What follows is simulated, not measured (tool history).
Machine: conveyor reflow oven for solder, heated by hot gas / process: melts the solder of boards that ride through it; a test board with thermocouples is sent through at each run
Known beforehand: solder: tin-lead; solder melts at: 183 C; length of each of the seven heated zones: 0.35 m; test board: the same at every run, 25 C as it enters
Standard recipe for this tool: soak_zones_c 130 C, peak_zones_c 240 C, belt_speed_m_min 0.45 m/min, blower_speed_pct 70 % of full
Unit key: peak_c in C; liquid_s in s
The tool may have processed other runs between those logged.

run    hour  soak_zones_c  peak_zones_c  belt_speed_m_min  blower_speed_pct  peak_c  liquid_s
  1       0           130           240              0.45                70   218.9      67.6
  2    53.8           130           240              0.45                70   218.2      67.6
  3   105.3           130           240              0.45                70   218.3        67
  4   161.1           130           240              0.45                70     217      66.6
  5   210.4           130           240              0.45                70   217.2      66.8
      229.2  -- flux residue cleaned out of gas plates and filters
      255.6  -- thermocouples of zones 6 and 7 changed
  6   269.2           130           240              0.45                70   220.2      68.8
  7     345           130           240              0.45                89   224.9      73.9
  8   399.4           130           240              0.45                89   224.1      73.5
  9   456.7           130           246              0.45                70   224.3      72.3
 10   500.8           130           240              0.45                70   218.5      67.5
      516.2  -- flux residue cleaned out of gas plates and filters
 11   574.9           130           240              0.45                70   219.5      68.8
 12   645.6           130           240              0.45                70   219.5      68.5
 13   713.2           119           240              0.45                70   216.7      61.8
 14   753.9           130           240              0.45                70   218.8      67.9
        804  -- flux residue cleaned out of gas plates and filters
 15     804           130           240              0.45                67   218.4      67.9
 16   848.6           130           249              0.45                67     226        74
 17     903           125           240              0.36                79   228.1      95.5
 18   962.8           140           249             0.508                54   216.4      60.5
 19    1006           140           249             0.508                54   216.2      60.3
 20    1081           123           243             0.398                62   221.5      77.4
     1093.2  -- flux residue cleaned out of gas plates and filters
 21  1151.7           123           230             0.533                62   199.5      33.1
 22  1189.6           122           244             0.415                86   228.6      81.5

The next listed run, before its measurement:
     1205.2  -- belt drive overhauled, speed set with a stopwatch
 23  1255.9           140           240              0.45                70       ?         ?

peak_c: 219.8 C
liquid_s: 73.1 s
The same run, on a tool lacking any hidden state, would have yielded peak_c 221.5 C, liquid_s 74.7 s.
